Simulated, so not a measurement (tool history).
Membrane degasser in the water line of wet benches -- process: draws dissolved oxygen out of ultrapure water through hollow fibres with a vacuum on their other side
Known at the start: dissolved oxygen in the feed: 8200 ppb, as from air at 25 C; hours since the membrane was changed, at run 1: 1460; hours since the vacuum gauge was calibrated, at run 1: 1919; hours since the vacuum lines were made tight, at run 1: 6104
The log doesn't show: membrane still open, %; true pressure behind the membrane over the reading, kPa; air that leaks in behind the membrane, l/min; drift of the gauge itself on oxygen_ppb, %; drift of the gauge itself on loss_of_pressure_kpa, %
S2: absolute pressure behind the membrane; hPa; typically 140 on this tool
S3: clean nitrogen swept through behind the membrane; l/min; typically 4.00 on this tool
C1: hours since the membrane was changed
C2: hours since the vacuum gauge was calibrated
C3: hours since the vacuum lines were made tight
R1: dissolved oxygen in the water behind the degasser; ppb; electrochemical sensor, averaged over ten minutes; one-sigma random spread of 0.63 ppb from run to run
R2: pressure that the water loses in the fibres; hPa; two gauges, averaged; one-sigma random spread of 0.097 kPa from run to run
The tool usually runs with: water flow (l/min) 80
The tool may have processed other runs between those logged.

{"run": 1, "hour": 0.0, "water flow (l/min)": 80, "S2": 140, "S3": 4.0, "C1": 1460, "C2": 1919, "C3": 6104, "R1": 464.4, "R2": 256.4}
{"run": 2, "hour": 47.1, "water flow (l/min)": 80, "S2": 140, "S3": 4.0, "C1": 1507, "C2": 1966, "C3": 6151, "R1": 465.0, "R2": 255.4}
{"run": 3, "hour": 82.2, "water flow (l/min)": 80, "S2": 140, "S3": 4.0, "C1": 1542, "C2": 2001, "C3": 6186, "R1": 464.4, "R2": 255.7}
{"run": 4, "hour": 127.4, "water flow (l/min)": 56, "S2": 140, "S3": 4.0, "C1": 1587, "C2": 2046, "C3": 6231, "R1": 337.3, "R2": 181.7}
{"run": 5, "hour": 162.4, "water flow (l/min)": 56, "S2": 140, "S3": 4.0, "C1": 1622, "C2": 2081, "C3": 6266, "R1": 337.4, "R2": 177.6}
{"run": 6, "hour": 187.6, "water flow (l/min)": 56, "S2": 140, "S3": 4.0, "C1": 1647, "C2": 2106, "C3": 6291, "R1": 337.0, "R2": 179.8}
{"run": 7, "hour": 229.2, "water flow (l/min)": 80, "S2": 140, "S3": 4.0, "C1": 1689, "C2": 2148, "C3": 6333, "R1": 465.8, "R2": 256.3}
{"run": 8, "hour": 261.6, "water flow (l/min)": 80, "S2": 140, "S3": 4.0, "C1": 1721, "C2": 2180, "C3": 6365, "R1": 464.8, "R2": 255.0}
{"run": 9, "hour": 300.3, "water flow (l/min)": 80, "S2": 140, "S3": 4.0, "C1": 1760, "C2": 2219, "C3": 6404, "R1": 465.0, "R2": 258.0}
{"run": 10, "hour": 334.7, "water flow (l/min)": 80, "S2": 140, "S3": 4.0, "C1": 1795, "C2": 2253, "C3": 6438, "R1": 464.5, "R2": 255.6}
{"run": 11, "hour": 377.9, "water flow (l/min)": 80, "S2": 140, "S3": 4.0, "C1": 1838, "C2": 2297, "C3": 6482, "R1": 464.3, "R2": 254.8}
{"run": 12, "hour": 404.1, "water flow (l/min)": 80, "S2": 140, "S3": 4.0, "C1": 1864, "C2": 2323, "C3": 6508, "R1": 464.5, "R2": 256.6}
{"run": 13, "hour": 426.8, "water flow (l/min)": 80, "S2": 140, "S3": 4.0, "C1": 1887, "C2": 2345, "C3": 6530, "R1": 464.6, "R2": 255.8}
{"run": 14, "hour": 465.7, "water flow (l/min)": 80, "S2": 140, "S3": 4.0, "C1": 1926, "C2": 2384, "C3": 6569, "R1": 464.4, "R2": 256.5}
{"run": 15, "hour": 507.7, "water flow (l/min)": 80, "S2": 140, "S3": 4.0, "C1": 1968, "C2": 2426, "C3": 6611, "R1": 464.7, "R2": 258.8}
{"run": 16, "hour": 554.8, "water flow (l/min)": 80, "S2": 140, "S3": 1.62, "C1": 2015, "C2": 2473, "C3": 6658, "R1": 935.7, "R2": 256.0}
{"run": 17, "hour": 593.7, "water flow (l/min)": 80, "S2": 140, "S3": 1.62, "C1": 2054, "C2": 2512, "C3": 6697, "R1": 935.4, "R2": 255.1}
{"run": 18, "hour": 624.7, "water flow (l/min)": 80, "S2": 140, "S3": 1.62, "C1": 2084, "C2": 2543, "C3": 6728, "R1": 935.9, "R2": 255.4}
{"run": 19, "hour": 672.0, "water flow (l/min)": 80, "S2": 259, "S3": 4.68, "C1": 2132, "C2": 2591, "C3": 6776, "R1": 806.9, "R2": 253.4}
{"run": 20, "hour": 708.8, "water flow (l/min)": 80, "S2": 97, "S3": 7.36, "C1": 2169, "C2": 2627, "C3": 6813, "R1": 170.1, "R2": 256.1}
{"run": 21, "hour": 748.2, "water flow (l/min)": 80, "S2": 86, "S3": 8.22, "C1": 2208, "C2": 2667, "C3": 6852, "R1": 129.7, "R2": 256.5}
{"run": 22, "hour": 792.1, "water flow (l/min)": 121, "S2": 140, "S3": 1.85, "C1": 2252, "C2": 2711, "C3": 6896, "R1": 1153.8, "R2": 388.9}
{"run": 23, "hour": 814.6, "water flow (l/min)": 122, "S2": 140, "S3": 10.31, "C1": 2274, "C2": 2733, "C3": 6918, "R1": 321.4, "R2": 390.4}
{"run": 24, "hour": 860.7, "water flow (l/min)": 61, "S2": 296, "S3": 8.46, "C1": 2321, "C2": 2779, "C3": 6964, "R1": 435.8, "R2": 193.7}
{"run": 25, "hour": 892.3, "water flow (l/min)": 126, "S2": 286, "S3": 3.32, "C1": 2352, "C2": 2811, "C3": 6996, "R1": 1651.8, "R2": 400.6}
{"run": 26, "hour": 913.4, "water flow (l/min)": 55, "S2": 135, "S3": 1.63, "C1": 2373, "C2": 2832, "C3": 7017, "R1": 672.1, "R2": 176.9}
{"run": 27, "hour": 946.2, "water flow (l/min)": 80, "S2": 140, "S3": 2.08, "C1": 2406, "C2": 2865, "C3": 7050, "R1": 779.5, "R2": 253.3}
{"run": 28, "hour": 972.1, "water flow (l/min)": 80, "S2": 88, "S3": 2.08, "C1": 2432, "C2": 2891, "C3": 7076, "R1": 424.6, "R2": 257.0}
{"run": 29, "hour": 1003.3, "water flow (l/min)": 76, "S2": 126, "S3": 3.6, "C1": 2463, "C2": 2922, "C3": 7107, "R1": 425.8, "R2": 242.7}
{"run": 30, "hour": 1027.9, "water flow (l/min)": 76, "S2": 126, "S3": 3.6, "C1": 2488, "C2": 2947, "C3": 7132, "R1": 424.7, "R2": 243.0}
{"run": 31, "hour": 1063.2, "water flow (l/min)": 75, "S2": 153, "S3": 4.0, "C1": 2523, "C2": 2982, "C3": 7167, "R1": 487.4, "R2": 239.8}
{"run": 32, "hour": 1106.6, "water flow (l/min)": 91, "S2": 235, "S3": 4.58, "C1": 2566, "C2": 3025, "C3": 7210, "R1": 830.2, "R2": 289.3}

What if the next run were any one of these 3? Each begins from the tool's condition after run 32:
{"run": "A", "hour": 1131.1, "water flow (l/min)": 105, "S2": 140, "S3": 4.0, "C1": 2591, "C2": 3050, "C3": 7235, "R1": "?", "R2": "?"}
{"run": "B", "hour": 1131.1, "water flow (l/min)": 60, "S2": 123, "S3": 2.99, "C1": 2591, "C2": 3050, "C3": 7235, "R1": "?", "R2": "?"}
{"run": "C", "hour": 1131.1, "water flow (l/min)": 71, "S2": 103, "S3": 2.2, "C1": 2591, "C2": 3050, "C3": 7235, "R1": "?", "R2": "?"}

run=A R1=592.2 R2=336.2
run=B R1=391.4 R2=192.1
run=C R1=460.3 R2=227.1
Take away the tool's hidden state, keep each run's random variation, and the runs would have read:
run=A R1=592.0 R2=336.1
run=B R1=391.2 R2=192.1
run=C R1=460.1 R2=227.1
